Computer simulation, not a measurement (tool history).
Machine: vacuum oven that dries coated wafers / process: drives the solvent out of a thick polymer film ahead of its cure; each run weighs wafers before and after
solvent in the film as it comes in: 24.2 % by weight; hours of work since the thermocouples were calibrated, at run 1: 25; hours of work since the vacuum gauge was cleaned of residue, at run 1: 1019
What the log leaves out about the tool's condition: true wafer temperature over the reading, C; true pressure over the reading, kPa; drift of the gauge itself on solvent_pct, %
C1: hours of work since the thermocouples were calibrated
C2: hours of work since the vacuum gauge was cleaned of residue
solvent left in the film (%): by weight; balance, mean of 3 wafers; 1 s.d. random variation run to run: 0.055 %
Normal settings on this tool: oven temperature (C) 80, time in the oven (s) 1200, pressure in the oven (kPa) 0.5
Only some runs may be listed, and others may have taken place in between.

Run 1, hour 0: usual settings; C1 25; C2 1019. Result: solvent left in the film (%) 2.73.
Run 2, hour 30.6: usual settings but time in the oven (s) 1500; C1 48; C2 1043. Result: solvent left in the film (%) 1.82.
Run 3, hour 65.4: usual settings but time in the oven (s) 1500; C1 75; C2 1069. Result: solvent left in the film (%) 1.86.
Run 4, hour 87.1: usual settings but time in the oven (s) 1500; C1 91; C2 1086. Result: solvent left in the film (%) 1.8.
Run 5, hour 110.5: usual settings; C1 109; C2 1104. Result: solvent left in the film (%) 2.65.
Run 6, hour 132.9: usual settings but pressure in the oven (kPa) 0.399; C1 127; C2 1121. Result: solvent left in the film (%) 2.56.
Run 7, hour 164.9: usual settings but pressure in the oven (kPa) 0.399; C1 151; C2 1146. Result: solvent left in the film (%) 2.45.
Run 8, hour 186.3: usual settings but pressure in the oven (kPa) 0.399; C1 168; C2 1162. Result: solvent left in the film (%) 2.45.
Run 9, hour 228.9: usual settings but oven temperature (C) 91; C1 200; C2 1195. Result: solvent left in the film (%) 0.95.
Run 10, hour 267.3: usual settings but oven temperature (C) 91; C1 230; C2 1224. Result: solvent left in the film (%) 0.88.
Run 11, hour 288.8: usual settings but oven temperature (C) 91; C1 246; C2 1241. Result: solvent left in the film (%) 0.99.
Run 12, hour 330.5: usual settings but oven temperature (C) 84; C1 278; C2 1273. Result: solvent left in the film (%) 1.9.
Run 13, hour 352: usual settings but time in the oven (s) 720; C1 295; C2 1289. Result: solvent left in the film (%) 5.48.
Run 14, hour 382.6: usual settings but time in the oven (s) 720; C1 318; C2 1313. Result: solvent left in the film (%) 5.57.
Run 15, hour 417.7: usual settings but oven temperature (C) 84; C1 345; C2 1340. Result: solvent left in the film (%) 1.84.
Run 16, hour 438.2: usual settings but oven temperature (C) 84; C1 361; C2 1355. Result: solvent left in the film (%) 1.92.
Run 17, hour 477.6: usual settings but oven temperature (C) 84, pressure in the oven (kPa) 1.657; C1 391; C2 1386. Result: solvent left in the film (%) 3.27.
Run 18, hour 516.5: usual settings but oven temperature (C) 84, pressure in the oven (kPa) 1.657; C1 421; C2 1415. Result: solvent left in the film (%) 3.35.
Run 19, hour 540.5: usual settings but oven temperature (C) 84, pressure in the oven (kPa) 1.657; C1 439; C2 1434. Result: solvent left in the film (%) 3.16.
Run 20, hour 572.8: usual settings but oven temperature (C) 84, pressure in the oven (kPa) 1.657; C1 464; C2 1459. Result: solvent left in the film (%) 3.24.
Run 21, hour 600.6: usual settings but oven temperature (C) 84, pressure in the oven (kPa) 1.657; C1 485; C2 1480. Result: solvent left in the film (%) 3.35.
Run 22, hour 643: usual settings but oven temperature (C) 84, pressure in the oven (kPa) 1.657; C1 518; C2 1512. Result: solvent left in the film (%) 3.26.
Run 23, hour 668: usual settings but time in the oven (s) 900; C1 537; C2 1532. Result: solvent left in the film (%) 4.14.
Run 24, hour 703.8: usual settings but time in the oven (s) 900; C1 564; C2 1559. Result: solvent left in the film (%) 4.26.
Run 25, hour 728.5: usual settings but oven temperature (C) 82, time in the oven (s) 1320; C1 583; C2 1578. Result: solvent left in the film (%) 1.95.
Run 26, hour 748.9: usual settings but oven temperature (C) 87, time in the oven (s) 1440, pressure in the oven (kPa) 1.081; C1 599; C2 1594. Result: solvent left in the film (%) 1.72.
Run 27, hour 779.6: usual settings but oven temperature (C) 87, time in the oven (s) 840, pressure in the oven (kPa) 0.973; C1 623; C2 1617. Result: solvent left in the film (%) 3.21.
Run 28, hour 802.4: usual settings but oven temperature (C) 87, time in the oven (s) 840, pressure in the oven (kPa) 0.973; C1 640; C2 1635. Result: solvent left in the film (%) 3.3.
Run 29, hour 826.2: usual settings but oven temperature (C) 87, time in the oven (s) 1680, pressure in the oven (kPa) 0.445; C1 658; C2 1653. Result: solvent left in the film (%) 0.77.
Run 30, hour 849.2: usual settings but oven temperature (C) 67, time in the oven (s) 900; C1 676; C2 1671. Result: solvent left in the film (%) 8.58.
Run 31, hour 890.1: usual settings but oven temperature (C) 67, time in the oven (s) 900; C1 707; C2 1702. Result: solvent left in the film (%) 8.52.
Run 32, hour 918.3: usual settings but oven temperature (C) 67, time in the oven (s) 900; C1 729; C2 1724. Result: solvent left in the film (%) 8.68.
Run 33, hour 953.6: usual settings but oven temperature (C) 67, time in the oven (s) 780; C1 756; C2 1751. Result: solvent left in the film (%) 9.39.
Run 34, hour 984.9: usual settings but time in the oven (s) 1380, pressure in the oven (kPa) 1.047; C1 780; C2 1775. Result: solvent left in the film (%) 2.96.
Run 35, hour 1025.8: usual settings but oven temperature (C) 69, time in the oven (s) 1020, pressure in the oven (kPa) 0.266; C1 811; C2 1806. Result: solvent left in the film (%) 6.72.
Run 36, hour 1058: usual settings but oven temperature (C) 68, pressure in the oven (kPa) 0.993; C1 836; C2 1831. Result: solvent left in the film (%) 7.19.
At hour 1065.7: oven's thermocouples calibrated.
Run 37, hour 1085.6: usual settings but oven temperature (C) 68, time in the oven (s) 1320, pressure in the oven (kPa) 0.535; C1 15; C2 1850. Result: solvent left in the film (%) 5.69.
Run 38, hour 1113.2: usual settings but pressure in the oven (kPa) 1.927; C1 36; C2 1871. Result: solvent left in the film (%) 4.6.
Run 39, hour 1139.8: usual settings but oven temperature (C) 81, time in the oven (s) 960, pressure in the oven (kPa) 0.335; C1 57; C2 1892. Result: solvent left in the film (%) 3.36.
Run 40, hour 1181.3: usual settings but oven temperature (C) 87, time in the oven (s) 900, pressure in the oven (kPa) 1.279; C1 89; C2 1924. Result: solvent left in the film (%) 3.22.
Run 41, hour 1223.8: usual settings but oven temperature (C) 67, time in the oven (s) 1800, pressure in the oven (kPa) 1.279; C1 121; C2 1956. Result: solvent left in the film (%) 5.73.
Run 42, hour 1255.5: usual settings but oven temperature (C) 67, time in the oven (s) 1800, pressure in the oven (kPa) 1.279; C1 146; C2 1981. Result: solvent left in the film (%) 5.98.
Run 43, hour 1296.1: usual settings but oven temperature (C) 90, pressure in the oven (kPa) 1.392; C1 177; C2 2012. Result: solvent left in the film (%) 1.99.
Run 44, hour 1328.6: usual settings but oven temperature (C) 90, time in the oven (s) 1260, pressure in the oven (kPa) 0.988; C1 202; C2 2037. Result: solvent left in the film (%) 1.48.

Run 45 is up next; what results do you expect?
Run 45, hour 1367: usual settings but oven temperature (C) 72, time in the oven (s) 1020, pressure in the oven (kPa) 0.988; C1 231; C2 2066. Result: solvent left in the film (%) ?.

{"run 45": {"solvent left in the film (%)": 6.66}}
With no hidden state in the tool, this same run would have given solvent left in the film (%) 6.64.

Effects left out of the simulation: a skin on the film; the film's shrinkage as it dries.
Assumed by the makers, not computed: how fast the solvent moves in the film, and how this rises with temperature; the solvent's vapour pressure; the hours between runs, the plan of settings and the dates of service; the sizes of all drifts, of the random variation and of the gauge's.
